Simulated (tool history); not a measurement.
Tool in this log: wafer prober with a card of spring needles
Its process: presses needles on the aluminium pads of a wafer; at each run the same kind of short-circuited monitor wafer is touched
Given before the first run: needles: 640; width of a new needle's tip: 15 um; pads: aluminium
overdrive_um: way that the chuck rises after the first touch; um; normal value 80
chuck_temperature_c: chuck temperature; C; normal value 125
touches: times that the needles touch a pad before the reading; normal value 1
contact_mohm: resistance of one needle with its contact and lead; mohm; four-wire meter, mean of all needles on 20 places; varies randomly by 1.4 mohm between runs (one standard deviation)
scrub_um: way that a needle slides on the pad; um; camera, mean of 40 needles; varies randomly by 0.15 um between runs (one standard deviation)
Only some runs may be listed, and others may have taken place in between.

Run 1, hour 0.0: usual settings. Result: contact_mohm 137 mohm, scrub_um 13.14 um.
At hour 2.1: tips cleaned on abrasive film.
At hour 5.0: tips cleaned on abrasive film.
At hour 7.8: tips cleaned on abrasive film.
At hour 10.7: tips cleaned on abrasive film.
At hour 14.2: tips cleaned on abrasive film.
At hour 17.0: tips cleaned on abrasive film.
At hour 19.9: tips cleaned on abrasive film.
At hour 23.4: tips cleaned on abrasive film.
Run 2, hour 24.6: usual settings but overdrive_um 71 um. Result: contact_mohm 149 mohm, scrub_um 11.76 um.
At hour 26.8: tips cleaned on abrasive film.
At hour 29.6: tips cleaned on abrasive film.
At hour 33.1: tips cleaned on abrasive film.
At hour 36.7: tips cleaned on abrasive film.
At hour 40.1: tips cleaned on abrasive film.
Run 3, hour 40.1: usual settings but overdrive_um 71 um, chuck_temperature_c 54 C. Result: contact_mohm 123 mohm, scrub_um 11.40 um.
At hour 43.7: tips cleaned on abrasive film.
At hour 47.2: tips cleaned on abrasive film.
At hour 50.7: tips cleaned on abrasive film.
At hour 54.2: tips cleaned on abrasive film.
At hour 57.1: tips cleaned on abrasive film.
Run 4, hour 57.4: usual settings but overdrive_um 71 um, chuck_temperature_c 54 C. Result: contact_mohm 127 mohm, scrub_um 11.45 um.
At hour 60.2: tips cleaned on abrasive film.
At hour 63.0: tips cleaned on abrasive film.
At hour 65.9: tips cleaned on abrasive film.
At hour 68.7: tips cleaned on abrasive film.
At hour 72.2: tips cleaned on abrasive film.
At hour 75.1: tips cleaned on abrasive film.
Run 5, hour 77.6: usual settings but touches 2. Result: contact_mohm 142 mohm, scrub_um 13.04 um.
At hour 78.4: tips cleaned on abrasive film.
At hour 81.2: tips cleaned on abrasive film.
At hour 84.1: tips cleaned on abrasive film.
At hour 87.6: tips cleaned on abrasive film.
At hour 90.4: tips cleaned on abrasive film.
At hour 93.3: tips cleaned on abrasive film.
At hour 96.8: tips cleaned on abrasive film.
At hour 99.6: tips cleaned on abrasive film.
At hour 103.2: tips cleaned on abrasive film.
At hour 106.7: tips cleaned on abrasive film.
At hour 110.2: tips cleaned on abrasive film.
Run 6, hour 110.2: usual settings but touches 2. Result: contact_mohm 131 mohm, scrub_um 12.80 um.
At hour 113.7: tips cleaned on abrasive film.
At hour 117.2: tips cleaned on abrasive film.
At hour 120.8: tips cleaned on abrasive film.
At hour 123.6: tips cleaned on abrasive film.
At hour 127.1: tips cleaned on abrasive film.
At hour 130.7: tips cleaned on abrasive film.
At hour 134.2: tips cleaned on abrasive film.
At hour 137.0: tips cleaned on abrasive film.
Run 7, hour 139.4: usual settings but chuck_temperature_c 38 C. Result: contact_mohm 149 mohm, scrub_um 12.67 um.
At hour 140.2: tips cleaned on abrasive film.
At hour 143.0: tips cleaned on abrasive film.
At hour 146.6: tips cleaned on abrasive film.
At hour 150.1: tips cleaned on abrasive film.
At hour 152.9: tips cleaned on abrasive film.
At hour 155.8: tips cleaned on abrasive film.
At hour 159.3: tips cleaned on abrasive film.
At hour 162.1: tips cleaned on abrasive film.
At hour 165.0: tips cleaned on abrasive film.
At hour 167.8: tips cleaned on abrasive film.
Run 8, hour 168.9: usual settings but chuck_temperature_c 38 C. Result: contact_mohm 135 mohm, scrub_um 12.31 um.
At hour 171.1: tips cleaned on abrasive film.
At hour 173.9: tips cleaned on abrasive film.
At hour 176.8: tips cleaned on abrasive film.
At hour 179.6: tips cleaned on abrasive film.
At hour 182.4: tips cleaned on abrasive film.
Run 9, hour 184.6: usual settings but chuck_temperature_c 38 C. Result: contact_mohm 149 mohm, scrub_um 12.22 um.
At hour 185.4: tips cleaned on abrasive film.
At hour 188.2: tips cleaned on abrasive film.
At hour 191.7: tips cleaned on abrasive film.
At hour 194.6: tips cleaned on abrasive film.
At hour 198.1: tips cleaned on abrasive film.
At hour 201.6: tips cleaned on abrasive film.
Run 10, hour 202.3: usual settings but chuck_temperature_c 38 C. Result: contact_mohm 132 mohm, scrub_um 12.01 um.
At hour 205.1: tips cleaned on abrasive film.
At hour 208.0: tips cleaned on abrasive film.
At hour 210.8: tips cleaned on abrasive film.
At hour 214.3: tips cleaned on abrasive film.
At hour 217.2: tips cleaned on abrasive film.
Run 11, hour 217.8: usual settings but chuck_temperature_c 37 C. Result: contact_mohm 134 mohm, scrub_um 11.79 um.
At hour 220.7: tips cleaned on abrasive film.
At hour 223.5: tips cleaned on abrasive film.
At hour 226.3: tips cleaned on abrasive film.
At hour 229.9: tips cleaned on abrasive film.
At hour 241.9: card fitted with new needles.
At hour 244.7: tips cleaned on abrasive film.
At hour 247.5: tips cleaned on abrasive film.
At hour 251.1: tips cleaned on abrasive film.
At hour 253.9: tips cleaned on abrasive film.
At hour 256.7: tips cleaned on abrasive film.
At hour 259.6: tips cleaned on abrasive film.
At hour 262.4: tips cleaned on abrasive film.
Run 12, hour 262.6: usual settings but overdrive_um 88 um, chuck_temperature_c 77 C, touches 2. Result: contact_mohm 117 mohm, scrub_um 15.18 um.
At hour 265.4: tips cleaned on abrasive film.
At hour 268.2: tips cleaned on abrasive film.
At hour 271.8: tips cleaned on abrasive film.
At hour 275.3: tips cleaned on abrasive film.
At hour 278.1: tips cleaned on abrasive film.
At hour 281.0: tips cleaned on abrasive film.
At hour 284.5: tips cleaned on abrasive film.
At hour 287.3: tips cleaned on abrasive film.
At hour 290.9: tips cleaned on abrasive film.
At hour 294.4: tips cleaned on abrasive film.
At hour 297.9: tips cleaned on abrasive film.
Run 13, hour 298.0: usual settings but overdrive_um 95 um, chuck_temperature_c 96 C, touches 3. Result: contact_mohm 123 mohm, scrub_um 15.87 um.
At hour 300.8: tips cleaned on abrasive film.
At hour 303.6: tips cleaned on abrasive film.
At hour 306.5: tips cleaned on abrasive film.
At hour 310.0: tips cleaned on abrasive film.
At hour 313.5: tips cleaned on abrasive film.
At hour 317.0: tips cleaned on abrasive film.
At hour 319.9: tips cleaned on abrasive film.
At hour 323.4: tips cleaned on abrasive film.
At hour 326.9: tips cleaned on abrasive film.
At hour 330.5: tips cleaned on abrasive film.
At hour 333.3: tips cleaned on abrasive film.
Run 14, hour 334.0: usual settings but overdrive_um 69 um, chuck_temperature_c 55 C, touches 3. Result: contact_mohm 119 mohm, scrub_um 11.70 um.
At hour 336.2: tips cleaned on abrasive film.
At hour 339.0: tips cleaned on abrasive film.
At hour 341.9: tips cleaned on abrasive film.
At hour 345.4: tips cleaned on abrasive film.
At hour 348.9: tips cleaned on abrasive film.
At hour 352.4: tips cleaned on abrasive film.
Run 15, hour 353.9: usual settings but chuck_temperature_c 95 C, touches 2. Result: contact_mohm 129 mohm, scrub_um 13.34 um.
At hour 355.4: tips cleaned on abrasive film.
At hour 358.9: tips cleaned on abrasive film.
At hour 362.4: tips cleaned on abrasive film.
At hour 365.9: tips cleaned on abrasive film.
At hour 368.8: tips cleaned on abrasive film.
Run 16, hour 370.9: usual settings but overdrive_um 95 um, chuck_temperature_c 50 C. Result: contact_mohm 129 mohm, scrub_um 15.80 um.
At hour 371.7: tips cleaned on abrasive film.
At hour 374.5: tips cleaned on abrasive film.
At hour 378.1: tips cleaned on abrasive film.
At hour 380.9: tips cleaned on abrasive film.
At hour 383.7: tips cleaned on abrasive film.
At hour 387.3: tips cleaned on abrasive film.
At hour 390.1: tips cleaned on abrasive film.
At hour 393.6: tips cleaned on abrasive film.
At hour 396.5: tips cleaned on abrasive film.
Run 17, hour 397.4: usual settings but overdrive_um 93 um, chuck_temperature_c 50 C. Result: contact_mohm 122 mohm, scrub_um 15.40 um.
At hour 399.6: tips cleaned on abrasive film.
At hour 402.4: tips cleaned on abrasive film.
At hour 405.9: tips cleaned on abrasive film.
At hour 408.8: tips cleaned on abrasive film.
At hour 411.6: tips cleaned on abrasive film.
At hour 414.4: tips cleaned on abrasive film.
At hour 418.0: tips cleaned on abrasive film.
At hour 421.5: tips cleaned on abrasive film.
At hour 424.3: tips cleaned on abrasive film.
At hour 427.8: tips cleaned on abrasive film.
Run 18, hour 428.0: usual settings but overdrive_um 79 um. Result: contact_mohm 129 mohm, scrub_um 12.66 um.
At hour 430.8: tips cleaned on abrasive film.
At hour 434.3: tips cleaned on abrasive film.
At hour 437.2: tips cleaned on abrasive film.
At hour 440.7: tips cleaned on abrasive film.
At hour 443.5: tips cleaned on abrasive film.
At hour 446.4: tips cleaned on abrasive film.
Run 19, hour 449.0: usual settings but overdrive_um 79 um. Result: contact_mohm 144 mohm, scrub_um 12.61 um.

Consider 5 possible next runs. They are alternatives, not a sequence: every one starts from the tool as it was left by run 19. What does each give?
At hour 449.8: tips cleaned on abrasive film.
At hour 453.3: tips cleaned on abrasive film.
At hour 456.2: tips cleaned on abrasive film.
At hour 459.7: tips cleaned on abrasive film.
At hour 463.2: tips cleaned on abrasive film.
At hour 466.8: tips cleaned on abrasive film.
At hour 469.9: tips cleaned on abrasive film.
Run A, hour 469.9: usual settings but overdrive_um 78 um, chuck_temperature_c 50 C, touches 2. Result: contact_mohm ?, scrub_um ?.
At hour 449.8: tips cleaned on abrasive film.
At hour 453.3: tips cleaned on abrasive film.
At hour 456.2: tips cleaned on abrasive film.
At hour 459.7: tips cleaned on abrasive film.
At hour 463.2: tips cleaned on abrasive film.
At hour 466.8: tips cleaned on abrasive film.
At hour 469.9: tips cleaned on abrasive film.
Run B, hour 469.9: usual settings. Result: contact_mohm ?, scrub_um ?.
At hour 449.8: tips cleaned on abrasive film.
At hour 453.3: tips cleaned on abrasive film.
At hour 456.2: tips cleaned on abrasive film.
At hour 459.7: tips cleaned on abrasive film.
At hour 463.2: tips cleaned on abrasive film.
At hour 466.8: tips cleaned on abrasive film.
At hour 469.9: tips cleaned on abrasive film.
Run C, hour 469.9: usual settings but chuck_temperature_c 100 C. Result: contact_mohm ?, scrub_um ?.
At hour 449.8: tips cleaned on abrasive film.
At hour 453.3: tips cleaned on abrasive film.
At hour 456.2: tips cleaned on abrasive film.
At hour 459.7: tips cleaned on abrasive film.
At hour 463.2: tips cleaned on abrasive film.
At hour 466.8: tips cleaned on abrasive film.
At hour 469.9: tips cleaned on abrasive film.
Run D, hour 469.9: usual settings but overdrive_um 66 um, touches 2. Result: contact_mohm ?, scrub_um ?.
At hour 449.8: tips cleaned on abrasive film.
At hour 453.3: tips cleaned on abrasive film.
At hour 456.2: tips cleaned on abrasive film.
At hour 459.7: tips cleaned on abrasive film.
At hour 463.2: tips cleaned on abrasive film.
At hour 466.8: tips cleaned on abrasive film.
At hour 469.9: tips cleaned on abrasive film.
Run E, hour 469.9: usual settings but chuck_temperature_c 34 C. Result: contact_mohm ?, scrub_um ?.

run  contact_mohm  scrub_um
  A           118     12.02
  B           129     12.93
  C           127     12.45
  D           132     10.25
  E           120     12.76
Without the tool's hidden state the same runs would have given:
run  contact_mohm  scrub_um
  A           115     13.36
  B           125     14.30
  C           123     13.78
  D           128     11.59
  E           116     14.12
